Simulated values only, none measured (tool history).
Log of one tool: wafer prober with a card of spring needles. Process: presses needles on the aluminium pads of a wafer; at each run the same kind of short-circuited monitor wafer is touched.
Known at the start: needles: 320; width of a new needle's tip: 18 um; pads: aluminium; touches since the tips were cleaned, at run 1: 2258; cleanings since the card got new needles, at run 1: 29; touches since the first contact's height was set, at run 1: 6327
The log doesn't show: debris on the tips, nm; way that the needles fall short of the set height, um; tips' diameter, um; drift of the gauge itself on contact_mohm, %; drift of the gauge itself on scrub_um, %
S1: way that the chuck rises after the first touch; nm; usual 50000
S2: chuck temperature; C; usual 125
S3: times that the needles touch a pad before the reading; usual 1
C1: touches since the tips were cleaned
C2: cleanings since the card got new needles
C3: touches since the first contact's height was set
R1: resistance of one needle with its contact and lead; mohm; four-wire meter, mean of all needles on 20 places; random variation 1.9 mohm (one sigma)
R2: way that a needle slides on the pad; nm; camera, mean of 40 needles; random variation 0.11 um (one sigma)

run	hour	S1	S2	S3	C1	C2	C3	R1	R2
1	0	50000	125	1	2258	29	6327	264	9780
# hour 7: tips cleaned on abrasive film
2	15.2	50000	125	1	1212	30	8544	297	9770
# hour 29.4: tips cleaned on abrasive film
3	31.2	50000	125	1	267	31	10877	221	9600
4	49	50000	125	1	2866	31	13476	279	9580
# hour 53.3: tips cleaned on abrasive film
5	71.9	50000	125	1	2723	32	16824	278	9630
# hour 75.9: tips cleaned on abrasive film
6	91.8	50000	125	2	2326	33	19726	240	9450
# hour 101: tips cleaned on abrasive film
7	109.4	50000	125	2	1232	34	22285	235	9480
# hour 123.3: tips cleaned on abrasive film
8	130.9	50000	34	1	1109	35	25427	231	9430
9	142.9	50000	34	1	2871	35	27189	274	9540
# hour 146.8: tips cleaned on abrasive film, once more
# hour 169.5: tips cleaned on abrasive film
10	171.8	58000	125	1	332	37	31392	219	10770
# hour 192.5: tips cleaned on abrasive film
11	195.8	41000	125	1	484	38	34889	245	7730
# hour 215.1: tips cleaned on abrasive film
12	223.3	50000	125	1	1207	39	38913	250	9480
# hour 239.4: tips cleaned on abrasive film
13	244.6	50000	125	1	767	40	42019	238	9310
14	258.4	50000	125	1	2787	40	44039	282	9490
# hour 262.4: tips cleaned on abrasive film
15	280.6	50000	125	1	2664	41	47280	279	9500
# hour 286.6: tips cleaned on abrasive film
16	297.4	50000	125	1	1582	42	49732	264	9210
# hour 310.3: tips cleaned on abrasive film
17	327.2	50000	125	1	2469	43	54076	277	9310
# hour 332.8: tips cleaned on abrasive film
18	345	41000	98	2	1795	44	56680	264	7530
# hour 356.1: tips cleaned on abrasive film
19	373.9	41000	98	2	2609	45	60892	270	7690
# hour 379.4: tips cleaned on abrasive film
20	392.9	50000	66	1	1977	46	63664	260	9360
# hour 402.7: tips cleaned on abrasive film
21	415.6	50000	66	1	1890	47	66979	265	9340
# hour 427: tips cleaned on abrasive film
22	429.5	31000	125	1	354	48	68995	275	5610
23	448.1	60000	100	2	3086	48	71727	234	11090
# hour 450.2: tips cleaned on abrasive film
24	466.3	60000	100	2	2356	49	74376	231	11250
# hour 473.8: tips cleaned on abrasive film
25	478.3	50000	28	1	664	50	76129	219	9200
# hour 497.9: tips cleaned on abrasive film
26	504.7	49000	46	3	999	51	79987	210	9090
# hour 521.5: tips cleaned on abrasive film
27	525.5	63000	125	1	590	52	83014	219	11390
28	540.9	63000	110	1	2843	52	85267	253	11560
# hour 544.8: tips cleaned on abrasive film
29	564.1	62000	125	3	2830	53	88662	221	11370
# hour 568.7: tips cleaned on abrasive film
30	588.2	50000	29	2	2854	54	92168	241	9010
# hour 592.3: tips cleaned on abrasive film
31	605.7	69000	110	1	1968	55	94731	238	12830
# hour 617.1: tips cleaned on abrasive film
32	623.5	67000	37	1	938	56	97320	211	12400
# hour 640.7: tips cleaned on abrasive film
33	645.9	67000	37	1	760	57	100593	209	12420

3 ways to go on from here, each from the tool as it stands after run 33. What would each give?
# hour 663.2: tips cleaned on abrasive film
A	667	65000	35	1	554	58	103667	?	?
# hour 663.2: tips cleaned on abrasive film
B	667	40000	125	1	554	58	103667	?	?
# hour 663.2: tips cleaned on abrasive film
C	667	33000	37	2	554	58	103667	?	?

run	R1	R2
A	204	11930
B	259	6990
C	241	5850
Without the tool's hidden state the same runs would have given:
run	R1	R2
A	184	12560
B	212	7630
C	193	6480
